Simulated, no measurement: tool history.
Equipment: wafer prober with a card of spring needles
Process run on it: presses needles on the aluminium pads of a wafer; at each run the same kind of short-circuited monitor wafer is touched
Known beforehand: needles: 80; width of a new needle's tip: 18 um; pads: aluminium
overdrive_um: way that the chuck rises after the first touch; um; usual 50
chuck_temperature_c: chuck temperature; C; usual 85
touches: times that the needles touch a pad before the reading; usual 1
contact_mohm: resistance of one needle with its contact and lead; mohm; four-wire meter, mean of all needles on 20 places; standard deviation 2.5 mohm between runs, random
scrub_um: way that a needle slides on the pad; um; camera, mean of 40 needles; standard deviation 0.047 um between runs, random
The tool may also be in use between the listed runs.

run     day  overdrive_um  chuck_temperature_c  touches  contact_mohm  scrub_um
  1   0.000            50                   85        1           372     11.86
      0.183  -- tips cleaned on abrasive film
      0.508  -- tips cleaned on abrasive film
      0.817  -- tips cleaned on abrasive film
  2   0.938            50                   85        2           331     11.88
      1.112  -- tips cleaned on abrasive film
  3   1.379            50                   43        1           401     11.80
      1.442  -- tips cleaned on abrasive film
      1.783  -- tips cleaned on abrasive film
      2.104  -- tips cleaned on abrasive film
  4   2.308            50                   43        1           380     11.74
      2.429  -- tips cleaned on abrasive film
      2.725  -- tips cleaned on abrasive film
  5   2.725            50                   43        1           290     11.71
      3.021  -- tips cleaned on abrasive film
      3.325  -- tips cleaned on abrasive film
  6   3.396            50                   85        1           340     11.68
      3.642  -- tips cleaned on abrasive film
      3.929  -- tips cleaned on abrasive film
      4.246  -- tips cleaned on abrasive film
  7   4.271            50                   85        1           323     11.63
      4.538  -- tips cleaned on abrasive film
      4.833  -- tips cleaned on abrasive film
      5.133  -- tips cleaned on abrasive film
  8   5.171            50                   85        1           322     11.64
      5.342  -- height of the first contact set anew
      5.471  -- tips cleaned on abrasive film
  9   5.625            50                   85        1           364     12.55
      5.808  -- tips cleaned on abrasive film
      6.117  -- tips cleaned on abrasive film
      6.412  -- tips cleaned on abrasive film
 10   6.412            50                   85        1           294     12.47
      6.758  -- tips cleaned on abrasive film
      7.050  -- tips cleaned on abrasive film
 11   7.208            39                   85        1           435      9.48
      7.371  -- tips cleaned on abrasive film
      7.654  -- tips cleaned on abrasive film
 12   7.746            39                   85        1           399      9.53
      7.979  -- tips cleaned on abrasive film
 13   8.158            39                   85        1           455      9.58
      8.279  -- tips cleaned on abrasive film
      8.571  -- tips cleaned on abrasive film
      8.850  -- tips cleaned on abrasive film
 14   9.000            39                   85        1           432      9.48
      9.133  -- tips cleaned on abrasive film
      9.442  -- tips cleaned on abrasive film
 15   9.688            39                   85        1           495      9.49
      9.758  -- tips cleaned on abrasive film
     10.046  -- tips cleaned on abrasive film
     10.375  -- tips cleaned on abrasive film
 16  10.621            39                   85        1           474      9.47
     10.662  -- tips cleaned on abrasive film
     10.992  -- tips cleaned on abrasive film
 17  11.179            40                   85        1           452      9.76
     11.296  -- tips cleaned on abrasive film
     11.575  -- tips cleaned on abrasive film
     11.858  -- tips cleaned on abrasive film
 18  12.075            40                   85        1           456      9.65
     12.138  -- tips cleaned on abrasive film
     12.467  -- tips cleaned on abrasive film
 19  12.650            33                   62        1           532      7.85
     12.746  -- tips cleaned on abrasive film
     13.025  -- tips cleaned on abrasive film
 20  13.250            50                   51        2           351     12.07
     13.325  -- tips cleaned on abrasive film
     13.612  -- tips cleaned on abrasive film
     13.921  -- tips cleaned on abrasive film
 21  14.004            50                  113        3           318     12.02
     14.204  -- tips cleaned on abrasive film
     14.517  -- tips cleaned on abrasive film
 22  14.517            30                   34        2           312      6.89
     14.821  -- tips cleaned on abrasive film
     15.104  -- tips cleaned on abrasive film
 23  15.375            49                   34        2           359     11.69
     15.446  -- tips cleaned on abrasive film
     15.733  -- tips cleaned on abrasive film
 24  15.829            49                   34        2           319     11.60
     16.033  -- tips cleaned on abrasive film
     16.325  -- tips cleaned on abrasive film
 25  16.375            49                   34        2           313     11.55

Consider 5 possible next runs. They are alternatives, not a sequence: every one starts from the tool as it was left by run 25. What does each give?
     16.604  -- tips cleaned on abrasive film
  A  16.754            64                   94        2             ?         ?
     16.604  -- tips cleaned on abrasive film
  B  16.754            52                   34        3             ?         ?
     16.604  -- tips cleaned on abrasive film
  C  16.754            50                  117        2             ?         ?
     16.604  -- tips cleaned on abrasive film
  D  16.754            37                   34        2             ?         ?
     16.604  -- tips cleaned on abrasive film
  E  16.754            57                   29        1             ?         ?

run  contact_mohm  scrub_um
  A           319     15.32
  B           303     12.40
  C           352     11.90
  D           392      8.65
  E           345     13.60
Had the tool no hidden state, the same runs would have come out as:
run  contact_mohm  scrub_um
  A           284     15.92
  B           268     13.00
  C           298     12.50
  D           282      9.24
  E           268     14.20
